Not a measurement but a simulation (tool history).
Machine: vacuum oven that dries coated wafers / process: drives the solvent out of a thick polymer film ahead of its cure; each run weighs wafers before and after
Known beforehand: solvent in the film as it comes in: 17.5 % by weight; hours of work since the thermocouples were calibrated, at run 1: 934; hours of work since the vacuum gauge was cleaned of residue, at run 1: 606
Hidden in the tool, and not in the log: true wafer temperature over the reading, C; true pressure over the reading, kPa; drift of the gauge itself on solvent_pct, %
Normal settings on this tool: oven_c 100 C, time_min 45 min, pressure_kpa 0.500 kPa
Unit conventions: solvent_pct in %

run   hour  oven_c  time_min  pressure_kpa  hours of work since the thermocouples were calibrated  hours of work since the vacuum gauge was cleaned of residue  solvent_pct
  1    0.0     100        45         0.500                                                    934                                                          606         0.90
  2   11.7     100        45         0.864                                                    942                                                          614         1.14
  3   31.1     100        45         0.500                                                    956                                                          628         0.94
  4   43.2     100        45         1.900                                                    964                                                          636         1.68
  5   63.6     100        45         0.500                                                    979                                                          651         0.95
  6   79.0     100        45         0.500                                                    990                                                          662         0.94
  7   89.9     111        25         0.452                                                    998                                                          670         0.60
     101.3  -- oven's thermocouples calibrated
  8  113.2     111        37         0.500                                                      8                                                          685         0.31

Run 9 is up next; what results do you expect?
  9  122.4      89        37         1.782                                                     15                                                          691            ?

solvent_pct: 5.10 %
Minus the tool's unlogged condition, the same run would have read solvent_pct 4.89 %.
